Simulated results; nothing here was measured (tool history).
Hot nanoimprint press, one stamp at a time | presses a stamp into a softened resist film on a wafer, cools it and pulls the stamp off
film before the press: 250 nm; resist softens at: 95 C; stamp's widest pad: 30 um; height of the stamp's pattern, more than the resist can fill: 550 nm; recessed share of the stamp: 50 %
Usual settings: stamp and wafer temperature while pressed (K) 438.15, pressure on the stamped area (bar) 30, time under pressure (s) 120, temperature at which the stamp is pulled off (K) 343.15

run	hour	stamp and wafer temperature while pressed (K)	pressure on the stamped area (bar)	time under pressure (s)	temperature at which the stamp is pulled off (K)	resist left under the stamp's widest pad (angstrom)	greatest force while the stamp is pulled off (N)
1	0	438.15	30	120	343.15	1350	153
2	17.9	438.15	30	120	343.15	1356	159
3	26.5	438.15	30	120	343.15	1357	158
4	39.2	438.15	30	120	343.15	1360	157
# hour 50.7: plate thermocouple calibrated
5	57.9	438.15	21.3	120	343.15	1537	155
6	66.8	438.15	30	120	343.15	1371	161
7	75	434.15	26.6	65	342.15	1892	161
8	88.9	434.15	26.6	65	342.15	1885	156
9	101.1	434.15	26.6	65	342.15	1862	159

Forecast run 10:
10	111.5	444.15	27.3	100	334.15	?	?

Run 10 gave resist left under the stamp's widest pad (angstrom) 1219, greatest force while the stamp is pulled off (N) 185.
Without the tool's hidden state the same run would have given resist left under the stamp's widest pad (angstrom) 1219, greatest force while the stamp is pulled off (N) 184.
